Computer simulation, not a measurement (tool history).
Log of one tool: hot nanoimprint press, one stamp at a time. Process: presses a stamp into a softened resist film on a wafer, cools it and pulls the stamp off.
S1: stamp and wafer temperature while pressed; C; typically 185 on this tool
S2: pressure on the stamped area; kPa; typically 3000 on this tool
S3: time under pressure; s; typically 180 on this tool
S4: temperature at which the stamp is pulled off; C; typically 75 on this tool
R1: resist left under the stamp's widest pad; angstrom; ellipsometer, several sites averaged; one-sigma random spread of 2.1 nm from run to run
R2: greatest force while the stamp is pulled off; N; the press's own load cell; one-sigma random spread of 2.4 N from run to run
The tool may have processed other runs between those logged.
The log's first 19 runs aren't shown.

{"day": 9.988, "done": "plate thermocouple calibrated"}
{"run": 20, "day": 10.638, "S1": 175, "S2": 3000, "S3": 180, "S4": 66, "R1": 4961, "R2": 157}
{"run": 21, "day": 11.104, "S1": 182, "S2": 4440, "S3": 175, "S4": 75, "R1": 3310, "R2": 124}
{"run": 22, "day": 11.467, "S1": 182, "S2": 4440, "S3": 175, "S4": 75, "R1": 3349, "R2": 128}
{"day": 11.779, "done": "stamp cleaned and given a new release coat"}
{"run": 23, "day": 12.342, "S1": 181, "S2": 4440, "S3": 175, "S4": 75, "R1": 3428, "R2": 115}
{"run": 24, "day": 13.012, "S1": 181, "S2": 2830, "S3": 131, "S4": 75, "R1": 4610, "R2": 109}
{"day": 13.321, "done": "plate thermocouple calibrated, once more"}
{"run": 25, "day": 13.454, "S1": 181, "S2": 2830, "S3": 131, "S4": 75, "R1": 4554, "R2": 111}
{"run": 26, "day": 14.1, "S1": 197, "S2": 2560, "S3": 180, "S4": 75, "R1": 2561, "R2": 114}
{"run": 27, "day": 14.717, "S1": 194, "S2": 2740, "S3": 180, "S4": 70, "R1": 2707, "R2": 128}
{"run": 28, "day": 15.4, "S1": 194, "S2": 2740, "S3": 180, "S4": 70, "R1": 2716, "R2": 128}
{"run": 29, "day": 15.712, "S1": 185, "S2": 3000, "S3": 105, "S4": 75, "R1": 4146, "R2": 112}
{"run": 30, "day": 16.438, "S1": 177, "S2": 3500, "S3": 180, "S4": 74, "R1": 4399, "R2": 121}

Below are 3 alternative next runs, each starting from the tool's condition after run 30. Predict each:
{"run": "A", "day": 16.767, "S1": 185, "S2": 1970, "S3": 117, "S4": 75, "R1": "?", "R2": "?"}
{"run": "B", "day": 16.767, "S1": 195, "S2": 3000, "S3": 180, "S4": 75, "R1": "?", "R2": "?"}
{"run": "C", "day": 16.767, "S1": 177, "S2": 2140, "S3": 121, "S4": 69, "R1": "?", "R2": "?"}

run=A R1=4850 R2=117
run=B R1=2504 R2=116
run=C R1=5708 R2=134
What these runs would have given with no unlogged condition in the tool:
run=A R1=4785 R2=110
run=B R1=2434 R2=109
run=C R1=5649 R2=127

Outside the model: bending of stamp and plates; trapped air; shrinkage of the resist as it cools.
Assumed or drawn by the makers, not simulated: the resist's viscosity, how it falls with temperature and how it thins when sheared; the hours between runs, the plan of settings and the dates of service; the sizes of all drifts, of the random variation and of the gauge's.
